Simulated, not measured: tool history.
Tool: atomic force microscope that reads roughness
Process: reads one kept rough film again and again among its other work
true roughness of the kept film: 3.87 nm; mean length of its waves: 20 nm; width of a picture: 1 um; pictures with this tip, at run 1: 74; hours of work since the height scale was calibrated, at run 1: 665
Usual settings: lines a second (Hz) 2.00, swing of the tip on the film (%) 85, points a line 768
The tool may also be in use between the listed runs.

run,hour,lines a second (Hz),swing of the tip on the film (%),points a line,pictures with this tip,hours of work since the height scale was calibrated,roughness of the kept film (nm (root mean square))
1,0.0,2.00,85,768,74,665,2.246
2,29.4,2.00,85,768,138,685,2.052
3,53.3,2.00,85,768,191,702,1.904
4,72.6,2.00,85,768,233,715,1.811
# hour 75.9: new tip fitted
5,100.3,2.00,85,768,53,733,2.384
6,114.1,2.00,85,768,84,742,2.272
7,138.1,2.00,61,768,136,759,2.490
8,164.1,2.00,61,768,193,776,2.298
# hour 186.0: new tip fitted
9,186.0,2.00,85,768,0,791,2.598
10,207.1,1.50,85,768,46,805,2.538
11,226.6,1.50,85,768,89,818,2.383
12,257.4,1.50,85,768,156,839,2.174
13,280.1,2.00,78,474,206,855,2.028
# hour 295.2: new tip fitted
14,299.2,1.39,86,559,8,867,2.714
15,325.1,1.20,85,467,65,885,2.561
16,348.8,1.20,85,467,117,901,2.364
17,372.5,0.65,66,277,169,917,2.424
18,392.4,0.76,66,277,212,930,2.271
# hour 406.8: new tip fitted
19,418.2,0.70,73,440,25,948,3.001
20,447.1,2.00,85,462,88,967,2.249
21,460.6,2.60,77,768,117,976,2.246
22,477.6,1.09,85,799,155,988,2.287
23,505.5,1.09,56,265,216,1007,2.276

3 ways to go on from here, each from the tool as it stands after run 23. What would each give?
# hour 517.3: new tip fitted
A,519.3,1.29,78,768,5,1016,?
# hour 517.3: new tip fitted
B,519.3,1.84,75,666,5,1016,?
# hour 517.3: new tip fitted
C,519.3,2.00,85,935,5,1016,?

run,roughness of the kept film (nm (root mean square))
A,2.896
B,2.823
C,2.599
Without the tool's hidden state the same runs would have given:
run,roughness of the kept film (nm (root mean square))
A,2.881
B,2.808
C,2.584
